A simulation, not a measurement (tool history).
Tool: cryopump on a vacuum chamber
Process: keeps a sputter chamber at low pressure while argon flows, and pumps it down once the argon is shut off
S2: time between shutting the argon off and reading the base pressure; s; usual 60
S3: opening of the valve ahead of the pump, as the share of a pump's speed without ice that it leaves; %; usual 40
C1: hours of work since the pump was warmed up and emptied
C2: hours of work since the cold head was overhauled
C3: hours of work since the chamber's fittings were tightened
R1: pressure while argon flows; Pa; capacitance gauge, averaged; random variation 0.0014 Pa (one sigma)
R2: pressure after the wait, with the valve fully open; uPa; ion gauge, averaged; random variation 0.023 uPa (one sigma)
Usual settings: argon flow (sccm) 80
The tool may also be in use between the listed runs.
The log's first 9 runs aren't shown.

{"run": 10, "hour": 764.0, "argon flow (sccm)": 80, "S2": 60, "S3": 40, "C1": 57, "C2": 1884, "C3": 1580, "R1": 0.3316, "R2": 2.11}
{"run": 11, "hour": 848.7, "argon flow (sccm)": 80, "S2": 60, "S3": 40, "C1": 95, "C2": 1922, "C3": 1618, "R1": 0.3336, "R2": 2.24}
{"run": 12, "hour": 918.8, "argon flow (sccm)": 71, "S2": 60, "S3": 40, "C1": 126, "C2": 1953, "C3": 1649, "R1": 0.3005, "R2": 2.15}
{"run": 13, "hour": 970.2, "argon flow (sccm)": 71, "S2": 60, "S3": 40, "C1": 149, "C2": 1976, "C3": 1672, "R1": 0.2978, "R2": 2.22}
{"run": 14, "hour": 1047.8, "argon flow (sccm)": 80, "S2": 60, "S3": 40, "C1": 184, "C2": 2011, "C3": 1707, "R1": 0.3356, "R2": 2.32}
{"run": 15, "hour": 1143.6, "argon flow (sccm)": 80, "S2": 60, "S3": 40, "C1": 227, "C2": 2054, "C3": 1750, "R1": 0.3418, "R2": 2.33}
{"run": 16, "hour": 1195.3, "argon flow (sccm)": 80, "S2": 60, "S3": 40, "C1": 250, "C2": 2077, "C3": 1773, "R1": 0.3428, "R2": 2.38}
{"run": 17, "hour": 1292.9, "argon flow (sccm)": 80, "S2": 60, "S3": 40, "C1": 293, "C2": 2121, "C3": 1816, "R1": 0.3465, "R2": 2.48}
{"run": 18, "hour": 1351.7, "argon flow (sccm)": 80, "S2": 60, "S3": 40, "C1": 320, "C2": 2147, "C3": 1843, "R1": 0.3501, "R2": 2.55}
{"run": 19, "hour": 1414.9, "argon flow (sccm)": 83, "S2": 193, "S3": 47, "C1": 348, "C2": 2175, "C3": 1871, "R1": 0.315, "R2": 2.21}
{"run": 20, "hour": 1498.9, "argon flow (sccm)": 80, "S2": 37, "S3": 22, "C1": 385, "C2": 2213, "C3": 1909, "R1": 0.6184, "R2": 2.96}
{"run": 21, "hour": 1574.7, "argon flow (sccm)": 80, "S2": 53, "S3": 17, "C1": 419, "C2": 2247, "C3": 1942, "R1": 0.7895, "R2": 2.75}
{"run": 22, "hour": 1638.4, "argon flow (sccm)": 80, "S2": 53, "S3": 17, "C1": 448, "C2": 2275, "C3": 1971, "R1": 0.8006, "R2": 2.92}
{"run": 23, "hour": 1728.0, "argon flow (sccm)": 80, "S2": 53, "S3": 18, "C1": 488, "C2": 2315, "C3": 2011, "R1": 0.7612, "R2": 3.01}
{"run": 24, "hour": 1835.6, "argon flow (sccm)": 80, "S2": 53, "S3": 18, "C1": 536, "C2": 2363, "C3": 2059, "R1": 0.763, "R2": 3.08}
{"run": 25, "hour": 1909.5, "argon flow (sccm)": 80, "S2": 53, "S3": 18, "C1": 569, "C2": 2396, "C3": 2092, "R1": 0.7657, "R2": 3.12}
{"run": 26, "hour": 1957.7, "argon flow (sccm)": 54, "S2": 56, "S3": 29, "C1": 590, "C2": 2418, "C3": 2114, "R1": 0.33, "R2": 3.06}
{"run": 27, "hour": 2058.2, "argon flow (sccm)": 54, "S2": 56, "S3": 29, "C1": 635, "C2": 2463, "C3": 2159, "R1": 0.3363, "R2": 3.18}
{"run": 28, "hour": 2148.1, "argon flow (sccm)": 54, "S2": 56, "S3": 29, "C1": 676, "C2": 2503, "C3": 2199, "R1": 0.3379, "R2": 3.41}
{"run": 29, "hour": 2208.5, "argon flow (sccm)": 44, "S2": 60, "S3": 16, "C1": 703, "C2": 2530, "C3": 2226, "R1": 0.481, "R2": 3.4}
{"run": 30, "hour": 2289.3, "argon flow (sccm)": 44, "S2": 48, "S3": 16, "C1": 739, "C2": 2566, "C3": 2262, "R1": 0.4797, "R2": 3.64}
{"run": 31, "hour": 2380.7, "argon flow (sccm)": 159, "S2": 170, "S3": 16, "C1": 780, "C2": 2607, "C3": 2303, "R1": 1.7386, "R2": 3.25}
{"run": 32, "hour": 2488.7, "argon flow (sccm)": 159, "S2": 170, "S3": 16, "C1": 828, "C2": 2655, "C3": 2351, "R1": 1.7512, "R2": 3.39}
{"run": 33, "hour": 2541.3, "argon flow (sccm)": 73, "S2": 262, "S3": 48, "C1": 851, "C2": 2679, "C3": 2375, "R1": 0.3142, "R2": 3.32}
{"hour": 2618.8, "done": "pump warmed up, emptied and cooled again"}
{"run": 34, "hour": 2641.3, "argon flow (sccm)": 107, "S2": 41, "S3": 55, "C1": 10, "C2": 2721, "C3": 2417, "R1": 0.3247, "R2": 2.98}

3 ways to go on from here, each from the tool as it stands after run 34. What would each give?
{"run": "A", "hour": 2713.7, "argon flow (sccm)": 80, "S2": 107, "S3": 16, "C1": 42, "C2": 2754, "C3": 2449, "R1": "?", "R2": "?"}
{"run": "B", "hour": 2713.7, "argon flow (sccm)": 61, "S2": 60, "S3": 40, "C1": 42, "C2": 2754, "C3": 2449, "R1": "?", "R2": "?"}
{"run": "C", "hour": 2713.7, "argon flow (sccm)": 80, "S2": 116, "S3": 40, "C1": 42, "C2": 2754, "C3": 2449, "R1": "?", "R2": "?"}

run=A R1=0.8189 R2=2.53
run=B R1=0.2529 R2=2.75
run=C R1=0.3315 R2=2.45
Without the tool's hidden state the same runs would have given:
run=A R1=0.8108 R2=0.54
run=B R1=0.2468 R2=0.81
run=C R1=0.3234 R2=0.53
